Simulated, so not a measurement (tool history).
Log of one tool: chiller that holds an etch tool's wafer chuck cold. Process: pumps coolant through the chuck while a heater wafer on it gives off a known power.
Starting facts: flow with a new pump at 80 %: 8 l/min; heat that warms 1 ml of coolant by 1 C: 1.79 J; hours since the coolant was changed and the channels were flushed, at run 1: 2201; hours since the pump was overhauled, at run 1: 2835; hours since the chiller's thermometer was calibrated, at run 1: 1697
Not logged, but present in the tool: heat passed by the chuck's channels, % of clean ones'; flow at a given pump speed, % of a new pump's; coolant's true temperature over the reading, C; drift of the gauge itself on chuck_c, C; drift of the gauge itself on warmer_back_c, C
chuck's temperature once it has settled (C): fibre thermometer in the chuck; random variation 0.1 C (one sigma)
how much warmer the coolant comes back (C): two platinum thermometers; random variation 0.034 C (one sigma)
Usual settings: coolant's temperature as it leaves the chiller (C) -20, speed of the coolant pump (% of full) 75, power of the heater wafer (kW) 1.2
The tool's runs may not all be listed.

| run | hour | coolant's temperature as it leaves the chiller (C) | speed of the coolant pump (% of full) | power of the heater wafer (kW) | hours since the coolant was changed and the channels were flushed | hours since the pump was overhauled | hours since the chiller's thermometer was calibrated | chuck's temperature once it has settled (C) | how much warmer the coolant comes back (C) |
|---|---|---|---|---|---|---|---|---|---|
| 1 | 0 | -20 | 75 | 1.2 | 2201 | 2835 | 1697 | -9.8 | 5.41 |
| 2 | 74.3 | -20 | 75 | 1.2 | 2276 | 2909 | 1771 | -9.8 | 5.3 |
| 3 | 130.4 | -20 | 95 | 1.2 | 2332 | 2965 | 1827 | -11.4 | 4.18 |
| 4 | 199.7 | -20 | 95 | 1.2 | 2401 | 3034 | 1896 | -11.6 | 4.2 |
| 5 | 240.8 | -20 | 75 | 1.2 | 2442 | 3076 | 1938 | -9.8 | 5.29 |
| 6 | 315.1 | -20 | 75 | 1.2 | 2517 | 3150 | 2012 | -9.8 | 5.25 |
| 7 | 348.1 | -20 | 75 | 1.2 | 2549 | 3183 | 2045 | -9.7 | 5.2 |
| 8 | 416.7 | -20 | 75 | 1.2 | 2618 | 3251 | 2113 | -9.6 | 5.17 |
| 9 | 449.4 | -20 | 75 | 1.2 | 2651 | 3284 | 2146 | -9.8 | 5.13 |
| 10 | 499.7 | -20 | 75 | 1.2 | 2701 | 3334 | 2196 | -9.8 | 5.1 |
| 11 | 572.6 | -20 | 75 | 1.2 | 2774 | 3407 | 2269 | -9.8 | 5.06 |
| 12 | 604.6 | -20 | 75 | 0.606 | 2806 | 3439 | 2301 | -14.8 | 2.38 |
| 13 | 672.5 | -20 | 75 | 0.606 | 2874 | 3507 | 2369 | -14.6 | 2.37 |
| 14 | 737.4 | -20 | 75 | 0.606 | 2939 | 3572 | 2434 | -14.8 | 2.31 |
|  | 805.1 | gauge calibrated |
| 15 | 812.2 | -20 | 75 | 0.606 | 3014 | 3647 | 2509 | -14.8 | 2.71 |
| 16 | 856.4 | -20 | 75 | 0.606 | 3058 | 3691 | 2553 | -14.9 | 2.7 |
| 17 | 894.9 | -20 | 66 | 0.618 | 3096 | 3730 | 2592 | -14.1 | 3.11 |
| 18 | 958.6 | -25 | 84 | 0.868 | 3160 | 3793 | 2655 | -18.2 | 3.48 |
|  | 979.5 | chiller's thermometer calibrated |
| 19 | 1031.5 | -25 | 84 | 0.868 | 3232 | 3865 | 52 | -18.1 | 3.37 |
| 20 | 1062.9 | -13 | 84 | 0.868 | 3263 | 3897 | 83 | -6.2 | 3.32 |
| 21 | 1108.4 | -13 | 84 | 0.868 | 3309 | 3942 | 129 | -6.2 | 3.31 |
| 22 | 1148 | -10 | 95 | 0.934 | 3348 | 3982 | 168 | -3.6 | 3.13 |
| 23 | 1202.7 | -25 | 75 | 1.772 | 3403 | 4036 | 223 | -9.8 | 7.72 |
| 24 | 1264.3 | -28 | 75 | 1.118 | 3465 | 4098 | 285 | -18.3 | 4.83 |
| 25 | 1340.7 | -22 | 92 | 1.2 | 3541 | 4174 | 361 | -13.3 | 4.08 |
| 26 | 1408.8 | -12 | 64 | 0.636 | 3609 | 4243 | 429 | -5.9 | 3.02 |
|  | 1431.8 | coolant pump overhauled |
| 27 | 1486.9 | -17 | 64 | 0.627 | 3682 | 55 | 502 | -10.7 | 2.89 |
| 28 | 1551.6 | -19 | 81 | 0.996 | 3747 | 120 | 567 | -11.1 | 3.73 |
| 29 | 1627.7 | -22 | 81 | 0.846 | 3823 | 196 | 643 | -15.2 | 3.06 |
| 30 | 1692.5 | -20 | 98 | 1.2 | 3888 | 261 | 708 | -11.8 | 3.63 |
| 31 | 1738.5 | -20 | 82 | 1.269 | 3934 | 307 | 754 | -9.8 | 4.7 |
| 32 | 1801.5 | -20 | 82 | 1.269 | 3997 | 370 | 817 | -10 | 4.65 |

Hidden state at the last listed run before each entry between runs and at the first one after, where it differs:
Runs 14 to 15: gauge calibrated (hour 805.1)
  drift of the gauge itself on warmer_back_c, C: -0.39 -> 0
  measured minus no-state result, how much warmer the coolant comes back (C): -0.39 -> +0
Runs 18 to 19: chiller's thermometer calibrated (hour 979.5)
  coolant's true temperature over the reading, C: -0.01 -> 0; drift of the gauge itself on warmer_back_c, C: -0.08 -> -0.12
  measured minus no-state result, how much warmer the coolant comes back (C): -0.08 -> -0.12
Runs 26 to 27: coolant pump overhauled (hour 1431.8)
  flow at a given pump speed, % of a new pump's: 99.9 -> 100; drift of the gauge itself on warmer_back_c, C: -0.32 -> -0.36
  measured minus no-state result, how much warmer the coolant comes back (C): -0.31 -> -0.36
